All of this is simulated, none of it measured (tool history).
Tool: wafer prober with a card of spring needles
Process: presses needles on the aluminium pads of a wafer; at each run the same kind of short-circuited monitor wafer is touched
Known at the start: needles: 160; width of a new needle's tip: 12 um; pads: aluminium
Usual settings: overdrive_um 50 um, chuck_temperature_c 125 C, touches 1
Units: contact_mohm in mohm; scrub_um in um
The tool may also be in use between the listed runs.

run,hour,overdrive_um,chuck_temperature_c,touches,contact_mohm,scrub_um
1,0,50,125,1,116,13.61
# hour 8.8: tips cleaned on abrasive film
2,11,50,125,1,117,13.57
# hour 20.9: tips cleaned on abrasive film
3,27.2,50,125,1,115,13.6
# hour 32.7: tips cleaned on abrasive film
# hour 37.8: height of the first contact set anew
# hour 44.2: tips cleaned on abrasive film
4,44.7,50,125,1,116,13.6
# hour 55.3: tips cleaned on abrasive film
5,60.4,50,125,1,116,13.57
# hour 66.8: tips cleaned on abrasive film
# hour 78: tips cleaned on abrasive film
6,81.6,61,125,2,113,16.56
# hour 88.8: tips cleaned on abrasive film
7,97.8,38,117,2,117,10.33
# hour 99.5: tips cleaned on abrasive film
# hour 110.7: tips cleaned on abrasive film
8,115.5,38,117,2,117,10.32
# hour 121.1: tips cleaned on abrasive film
# hour 131.6: tips cleaned on abrasive film
9,134.6,48,125,2,117,13.04
# hour 143.1: tips cleaned on abrasive film
10,144.4,62,29,2,101,16.81

Forecast each of these 5 alternatives for the next run:
# hour 153.9: tips cleaned on abrasive film
# hour 164.5: tips cleaned on abrasive film
A,166.2,39,44,1,?,?
# hour 153.9: tips cleaned on abrasive film
# hour 164.5: tips cleaned on abrasive film
B,166.2,46,54,2,?,?
# hour 153.9: tips cleaned on abrasive film
# hour 164.5: tips cleaned on abrasive film
C,166.2,62,76,2,?,?
# hour 153.9: tips cleaned on abrasive film
# hour 164.5: tips cleaned on abrasive film
D,166.2,62,62,2,?,?
# hour 153.9: tips cleaned on abrasive film
# hour 164.5: tips cleaned on abrasive film
E,166.2,58,125,1,?,?

run,contact_mohm,scrub_um
A,108,10.6
B,109,12.49
C,109,16.84
D,107,16.85
E,114,15.74
Without the tool's hidden state the same runs would have given:
run,contact_mohm,scrub_um
A,108,10.62
B,109,12.51
C,108,16.87
D,107,16.88
E,114,15.77
